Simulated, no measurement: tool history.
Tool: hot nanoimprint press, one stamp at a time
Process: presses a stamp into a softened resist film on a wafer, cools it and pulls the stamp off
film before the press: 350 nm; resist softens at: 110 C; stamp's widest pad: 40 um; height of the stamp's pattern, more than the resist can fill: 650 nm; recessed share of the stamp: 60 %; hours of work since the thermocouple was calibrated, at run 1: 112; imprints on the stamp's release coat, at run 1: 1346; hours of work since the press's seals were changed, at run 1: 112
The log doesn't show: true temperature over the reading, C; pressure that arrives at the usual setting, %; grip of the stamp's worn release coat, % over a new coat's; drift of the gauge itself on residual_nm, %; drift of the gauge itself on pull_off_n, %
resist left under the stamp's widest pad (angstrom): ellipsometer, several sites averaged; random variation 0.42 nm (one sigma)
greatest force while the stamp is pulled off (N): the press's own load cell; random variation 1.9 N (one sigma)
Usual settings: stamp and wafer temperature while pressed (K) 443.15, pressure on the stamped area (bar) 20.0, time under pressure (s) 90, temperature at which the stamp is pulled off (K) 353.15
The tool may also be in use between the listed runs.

| run | day | stamp and wafer temperature while pressed (K) | pressure on the stamped area (bar) | time under pressure (s) | temperature at which the stamp is pulled off (K) | hours of work since the thermocouple was calibrated | imprints on the stamp's release coat | hours of work since the press's seals were changed | resist left under the stamp's widest pad (angstrom) | greatest force while the stamp is pulled off (N) |
|---|---|---|---|---|---|---|---|---|---|---|
| 1 | 0.000 | 443.15 | 20.0 | 90 | 353.15 | 112 | 1346 | 112 | 1450 | 196 |
| 2 | 3.300 | 443.15 | 20.0 | 90 | 360.15 | 144 | 1590 | 144 | 1454 | 159 |
| 3 | 6.229 | 443.15 | 20.0 | 90 | 351.15 | 173 | 1807 | 173 | 1452 | 208 |
|  | 8.400 | stamp cleaned and given a new release coat |
| 4 | 9.754 | 443.15 | 20.0 | 90 | 345.15 | 205 | 100 | 205 | 1448 | 243 |
| 5 | 12.217 | 432.15 | 20.0 | 90 | 353.15 | 229 | 283 | 229 | 2123 | 196 |
| 6 | 14.683 | 432.15 | 20.0 | 90 | 353.15 | 254 | 465 | 254 | 2134 | 197 |
| 7 | 17.492 | 432.15 | 20.0 | 90 | 353.15 | 281 | 673 | 281 | 2137 | 197 |
| 8 | 19.229 | 432.15 | 20.0 | 90 | 353.15 | 298 | 801 | 298 | 2120 | 197 |
| 9 | 22.746 | 443.15 | 20.0 | 90 | 353.15 | 333 | 1061 | 333 | 1444 | 198 |
| 10 | 25.108 | 443.15 | 20.0 | 90 | 353.15 | 356 | 1236 | 356 | 1452 | 195 |
| 11 | 26.933 | 443.15 | 20.0 | 90 | 358.15 | 374 | 1372 | 374 | 1450 | 166 |
| 12 | 29.300 | 443.15 | 20.0 | 90 | 353.15 | 397 | 1546 | 397 | 1449 | 199 |
| 13 | 31.275 | 443.15 | 20.0 | 112 | 353.15 | 416 | 1693 | 416 | 1328 | 198 |
| 14 | 33.146 | 448.15 | 17.9 | 53 | 344.15 | 435 | 1831 | 435 | 1585 | 248 |
|  | 35.150 | stamp cleaned and given a new release coat |
| 15 | 36.579 | 448.15 | 17.9 | 53 | 344.15 | 466 | 106 | 466 | 1595 | 247 |
| 16 | 39.917 | 443.15 | 13.2 | 59 | 353.15 | 498 | 353 | 498 | 2007 | 193 |
| 17 | 41.958 | 443.15 | 20.0 | 115 | 344.15 | 518 | 504 | 518 | 1311 | 246 |
| 18 | 44.238 | 443.15 | 20.0 | 104 | 338.15 | 541 | 672 | 541 | 1364 | 279 |
| 19 | 46.829 | 443.15 | 20.0 | 104 | 338.15 | 566 | 864 | 566 | 1367 | 285 |
|  | 48.771 | plate thermocouple calibrated |
| 20 | 48.800 | 443.15 | 15.5 | 49 | 338.15 | 0 | 1000 | 584 | 2010 | 282 |
| 21 | 51.683 | 439.15 | 30.6 | 111 | 343.15 | 29 | 1214 | 613 | 1272 | 249 |
|  | 52.508 | press's hydraulic seals changed and the load cell set to zero |
| 22 | 55.433 | 452.15 | 12.4 | 90 | 353.15 | 62 | 1467 | 29 | 1330 | 195 |
| 23 | 57.075 | 452.15 | 21.8 | 90 | 340.15 | 78 | 1588 | 45 | 1025 | 268 |

Forecast each of these 5 alternatives for the next run:
| A | 58.650 | 443.15 | 16.7 | 69 | 353.15 | 94 | 1705 | 60 | ? | ? |
| B | 58.650 | 443.15 | 29.4 | 127 | 350.15 | 94 | 1705 | 60 | ? | ? |
| C | 58.650 | 452.15 | 21.8 | 90 | 342.15 | 94 | 1705 | 60 | ? | ? |
| D | 58.650 | 437.15 | 20.0 | 90 | 353.15 | 94 | 1705 | 60 | ? | ? |
| E | 58.650 | 440.15 | 20.0 | 73 | 353.15 | 94 | 1705 | 60 | ? | ? |

| run | resist left under the stamp's widest pad (angstrom) | greatest force while the stamp is pulled off (N) |
|---|---|---|
| A | 1733 | 198 |
| B | 1050 | 214 |
| C | 1025 | 256 |
| D | 1792 | 198 |
| E | 1745 | 198 |
Without the tool's hidden state the same runs would have given:
| run | resist left under the stamp's widest pad (angstrom) | greatest force while the stamp is pulled off (N) |
|---|---|---|
| A | 1733 | 198 |
| B | 1050 | 214 |
| C | 1025 | 255 |
| D | 1792 | 197 |
| E | 1745 | 198 |
